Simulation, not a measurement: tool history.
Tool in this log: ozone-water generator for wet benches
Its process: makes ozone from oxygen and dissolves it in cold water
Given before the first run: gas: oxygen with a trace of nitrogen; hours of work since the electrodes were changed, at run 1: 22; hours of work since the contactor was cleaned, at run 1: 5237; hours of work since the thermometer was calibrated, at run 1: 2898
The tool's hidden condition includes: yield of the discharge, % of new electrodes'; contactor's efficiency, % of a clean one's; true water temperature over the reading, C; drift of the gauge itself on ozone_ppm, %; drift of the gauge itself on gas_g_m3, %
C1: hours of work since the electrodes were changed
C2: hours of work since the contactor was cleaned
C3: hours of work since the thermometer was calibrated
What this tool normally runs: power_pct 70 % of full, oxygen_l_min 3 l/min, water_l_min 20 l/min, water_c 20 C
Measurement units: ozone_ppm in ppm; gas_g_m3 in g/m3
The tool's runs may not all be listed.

Run 1, hour 0: usual settings; C1 22; C2 5237; C3 2898. Result: ozone_ppm 12.9 ppm, gas_g_m3 163.4 g/m3.
Run 2, hour 82.5: usual settings; C1 74; C2 5289; C3 2951. Result: ozone_ppm 13.2 ppm, gas_g_m3 165.4 g/m3.
Run 3, hour 194.5: usual settings; C1 144; C2 5359; C3 3021. Result: ozone_ppm 13 ppm, gas_g_m3 164.1 g/m3.
Run 4, hour 295.4: usual settings but oxygen_l_min 3.32 l/min; C1 208; C2 5423; C3 3085. Result: ozone_ppm 13.5 ppm, gas_g_m3 157.9 g/m3.
Run 5, hour 418.1: usual settings but oxygen_l_min 3.32 l/min; C1 286; C2 5501; C3 3163. Result: ozone_ppm 13.3 ppm, gas_g_m3 157.7 g/m3.
Run 6, hour 538.4: usual settings; C1 361; C2 5576; C3 3238. Result: ozone_ppm 13 ppm, gas_g_m3 163.9 g/m3.
Run 7, hour 649.1: usual settings; C1 431; C2 5646; C3 3308. Result: ozone_ppm 13 ppm, gas_g_m3 165.8 g/m3.
At hour 759.5: contactor cleaned.
Run 8, hour 768: usual settings; C1 504; C2 5; C3 3381. Result: ozone_ppm 13.1 ppm, gas_g_m3 166.2 g/m3.
Run 9, hour 884: usual settings; C1 577; C2 79; C3 3454. Result: ozone_ppm 13 ppm, gas_g_m3 165.6 g/m3.
Run 10, hour 977.7: usual settings but power_pct 45 % of full, oxygen_l_min 1.82 l/min; C1 636; C2 138; C3 3513. Result: ozone_ppm 8.6 ppm, gas_g_m3 155.7 g/m3.
Run 11, hour 1071.9: usual settings but power_pct 45 % of full, oxygen_l_min 1.82 l/min; C1 696; C2 197; C3 3573. Result: ozone_ppm 8.4 ppm, gas_g_m3 156.5 g/m3.
Run 12, hour 1190.2: usual settings but power_pct 42 % of full, oxygen_l_min 2.3 l/min, water_c 23 C; C1 771; C2 272; C3 3647. Result: ozone_ppm 8.4 ppm, gas_g_m3 132.7 g/m3.
Run 13, hour 1296.1: usual settings but water_l_min 14 l/min; C1 837; C2 339; C3 3714. Result: ozone_ppm 17.6 ppm, gas_g_m3 165.8 g/m3.
Run 14, hour 1411.9: usual settings but power_pct 90 % of full, oxygen_l_min 1.54 l/min, water_l_min 24 l/min, water_c 23 C; C1 911; C2 412; C3 3787. Result: ozone_ppm 10.6 ppm, gas_g_m3 277.8 g/m3.
Run 15, hour 1466.6: usual settings but power_pct 90 % of full, oxygen_l_min 1.54 l/min, water_l_min 24 l/min, water_c 23 C; C1 945; C2 446; C3 3822. Result: ozone_ppm 10.6 ppm, gas_g_m3 276 g/m3.
Run 16, hour 1549.3: usual settings but power_pct 80 % of full, oxygen_l_min 2.63 l/min, water_l_min 13 l/min; C1 997; C2 499; C3 3874. Result: ozone_ppm 20.4 ppm, gas_g_m3 195.2 g/m3.
Run 17, hour 1659.5: usual settings but power_pct 78 % of full, oxygen_l_min 1.77 l/min, water_l_min 23 l/min, water_c 17 C; C1 1067; C2 568; C3 3944. Result: ozone_ppm 11 ppm, gas_g_m3 234.4 g/m3.

Hidden condition of the tool, last listed run before each entry between runs versus first listed run after:
Logged between run 7 and run 8: contactor cleaned (hour 759.5)
  contactor's efficiency, % of a clean one's: 99.8 -> 100; drift of the gauge itself on gas_g_m3, %: 0.69 -> 0.81
  measured minus no-state result, gas_g_m3: +1.1 -> +1.4 g/m3

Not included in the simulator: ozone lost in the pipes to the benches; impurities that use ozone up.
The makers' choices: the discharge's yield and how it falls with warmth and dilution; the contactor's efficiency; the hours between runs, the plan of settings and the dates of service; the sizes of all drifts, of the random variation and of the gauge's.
